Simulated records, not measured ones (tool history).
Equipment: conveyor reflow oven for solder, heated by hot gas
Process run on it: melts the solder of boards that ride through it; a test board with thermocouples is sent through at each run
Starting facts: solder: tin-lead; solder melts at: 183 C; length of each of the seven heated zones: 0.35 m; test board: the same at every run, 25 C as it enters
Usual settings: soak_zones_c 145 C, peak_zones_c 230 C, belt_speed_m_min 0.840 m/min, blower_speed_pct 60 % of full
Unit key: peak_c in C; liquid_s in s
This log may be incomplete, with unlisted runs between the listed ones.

run	hour	soak_zones_c	peak_zones_c	belt_speed_m_min	blower_speed_pct	peak_c	liquid_s
1	0.0	145	230	0.840	60	214.3	37.7
2	20.5	145	230	0.840	60	214.4	38.0
3	46.2	145	245	0.840	60	227.6	43.4
4	63.2	145	245	0.685	60	232.9	56.4
5	101.4	145	245	0.685	60	233.5	56.5
6	135.1	145	230	0.840	60	214.8	37.8
7	156.9	145	230	0.840	60	214.2	37.8
8	180.0	145	230	0.840	60	214.4	37.6
9	200.9	145	230	0.840	60	213.9	37.3
10	217.3	145	230	0.840	60	213.8	37.3
# hour 256.9: flux residue cleaned out of gas plates and filters
11	259.9	145	230	0.840	60	216.5	39.4
12	279.8	145	230	0.840	60	216.7	39.1
13	313.4	134	230	0.840	60	214.0	35.9
14	331.3	154	219	0.752	63	211.1	44.7
15	348.5	154	219	0.752	63	210.7	44.8
16	375.1	141	230	0.775	57	217.1	42.0
17	393.9	141	230	0.775	57	217.1	42.2
18	412.5	159	221	0.682	70	215.5	54.5
19	445.1	159	229	0.682	85	224.4	58.1
20	476.1	158	229	0.827	55	216.1	43.8
21	508.1	158	229	0.827	55	216.1	44.0

Pick out some run-to-run changes in peak_c. Of each, how much would a tool without hidden state show as well, from the settings, what came in and chance, and how much is left for the hidden state and any gauge scatter not in both results compared?
Unlogged tool condition in this case: heat that the gas passes to the board, % of a clean oven's; belt's true speed, % of the reading; true gas temperature in zones 6 and 7 over the reading, C; drift of the gauge itself on peak_c, C; drift of the gauge itself on liquid_s, %.
Run 2 -> 3: peak_zones_c 230 -> 245. peak_c +13.2 C: hidden state -0.4, all else +13.6.
Run 3 -> 4: belt_speed_m_min 0.840 -> 0.685. peak_c +5.3 C: hidden state +0.5, all else +4.8.
Run 5 -> 6: peak_zones_c 245 -> 230, belt_speed_m_min 0.685 -> 0.840. peak_c -18.7 C: hidden state -0.5, all else -18.2.
Run 10 -> 11: flux residue cleaned out of gas plates and filters. peak_c +2.7 C: hidden state +2.7, all else +0.0.
